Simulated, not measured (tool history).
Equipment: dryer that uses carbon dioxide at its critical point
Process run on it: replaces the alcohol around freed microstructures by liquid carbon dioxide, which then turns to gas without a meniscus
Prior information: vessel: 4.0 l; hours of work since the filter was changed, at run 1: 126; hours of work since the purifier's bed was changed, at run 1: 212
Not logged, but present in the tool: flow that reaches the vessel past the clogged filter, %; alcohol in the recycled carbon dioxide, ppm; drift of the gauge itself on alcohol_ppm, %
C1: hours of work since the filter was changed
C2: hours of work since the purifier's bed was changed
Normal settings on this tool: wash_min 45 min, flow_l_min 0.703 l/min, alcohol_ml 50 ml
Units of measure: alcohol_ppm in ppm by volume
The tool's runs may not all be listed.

run 1 hour=0 | wash_min=45 flow_l_min=0.703 alcohol_ml=50 | C1=126 C2=212 | alcohol_ppm=85
run 2 hour=15.7 | wash_min=45 flow_l_min=0.571 alcohol_ml=50 | C1=137 C2=223 | alcohol_ppm=200
run 3 hour=33.9 | wash_min=45 flow_l_min=0.571 alcohol_ml=50 | C1=150 C2=236 | alcohol_ppm=204
run 4 hour=52.1 | wash_min=45 flow_l_min=0.703 alcohol_ml=20 | C1=162 C2=249 | alcohol_ppm=49
run 5 hour=74.5 | wash_min=45 flow_l_min=0.703 alcohol_ml=30 | C1=178 C2=264 | alcohol_ppm=63
run 6 hour=96.9 | wash_min=30 flow_l_min=0.703 alcohol_ml=50 | C1=194 C2=280 | alcohol_ppm=421
run 7 hour=117.9 | wash_min=30 flow_l_min=0.703 alcohol_ml=50 | C1=208 C2=295 | alcohol_ppm=426
run 8 hour=128.2 | wash_min=30 flow_l_min=0.703 alcohol_ml=50 | C1=215 C2=302 | alcohol_ppm=409
run 9 hour=148.1 | wash_min=30 flow_l_min=0.703 alcohol_ml=50 | C1=229 C2=316 | alcohol_ppm=462
run 10 hour=162.1 | wash_min=71 flow_l_min=0.703 alcohol_ml=25 | C1=239 C2=326 | alcohol_ppm=39
run 11 hour=183.9 | wash_min=43 flow_l_min=0.534 alcohol_ml=25 | C1=254 C2=341 | alcohol_ppm=198
run 12 hour=204.1 | wash_min=43 flow_l_min=0.534 alcohol_ml=25 | C1=268 C2=355 | alcohol_ppm=195
run 13 hour=222.2 | wash_min=47 flow_l_min=0.535 alcohol_ml=45 | C1=281 C2=367 | alcohol_ppm=242
run 14 hour=240.4 | wash_min=49 flow_l_min=1.011 alcohol_ml=78 | C1=294 C2=380 | alcohol_ppm=40

For some of the steps in alcohol_ppm from one run to the next: how much would appear even if the tool had no hidden state, given the settings, what came in and random variation, and how much remains for the hidden state plus any gauge scatter that the measured result and the result without hidden state don't share?
Run 9 -> 10: wash_min 30 -> 71, alcohol_ml 50 -> 25. alcohol_ppm -423 ppm by volume: hidden state -119, all else -304.
